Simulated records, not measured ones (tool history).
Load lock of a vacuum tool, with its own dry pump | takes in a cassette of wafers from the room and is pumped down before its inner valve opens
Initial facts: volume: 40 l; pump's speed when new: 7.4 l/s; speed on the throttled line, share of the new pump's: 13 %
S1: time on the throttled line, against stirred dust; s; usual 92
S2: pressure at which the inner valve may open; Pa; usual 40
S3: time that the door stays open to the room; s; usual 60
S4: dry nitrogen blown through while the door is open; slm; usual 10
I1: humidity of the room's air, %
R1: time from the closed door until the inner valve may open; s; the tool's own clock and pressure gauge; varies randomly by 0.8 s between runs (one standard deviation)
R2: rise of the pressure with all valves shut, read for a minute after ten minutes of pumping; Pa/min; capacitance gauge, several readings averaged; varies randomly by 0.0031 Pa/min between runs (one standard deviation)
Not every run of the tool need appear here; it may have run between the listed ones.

run,hour,S1,S2,S3,S4,I1,R1,R2
1,0,92,40,60,10,43.7,122.9,0.079
2,363.8,92,40,60,9,43.4,123.9,0.083
3,635.1,92,40,60,5,44.1,124.2,0.097
4,916,92,40,60,19,44.1,123.2,0.079
5,1182.9,92,40,60,19,42.8,124,0.081
6,1497.4,92,40,60,19,43.3,125.3,0.083
7,1803.8,132,40,60,10,43.4,159,0.094
8,2012.8,132,40,60,10,43.3,158.7,0.096
9,2212.2,92,40,161,10,46.8,124.2,0.166
10,2507.2,92,40,161,10,44.8,124.3,0.167
11,2859.7,92,40,49,10,44.9,125.1,0.101
12,3240.2,92,40,62,10,41.7,124.6,0.107
13,3586,92,40,62,10,43.4,123.3,0.116
14,3871.7,92,40,62,10,45.9,124,0.125
15,4237.3,92,40,62,10,49.7,125.1,0.13
16,4496.4,92,40,60,10,45.5,126.9,0.121
17,4834.6,92,40,60,10,48.7,125.2,0.132
18,5118.5,63,40,128,10,44.9,99.7,0.166
19,5367.7,63,40,128,10,45.3,99.2,0.182
20,5694.2,98,40,174,10,45.2,130.2,0.212
21,6008.2,73,65,48,14,46,104.3,0.135

What will run 22 give?
22,6297.2,92,40,65,25,46,?,?

Run 22 produced R1 125.2 s, R2 0.13 Pa/min.
The same run, on a tool lacking any hidden state, would have yielded R1 122.9 s, R2 0.051 Pa/min.
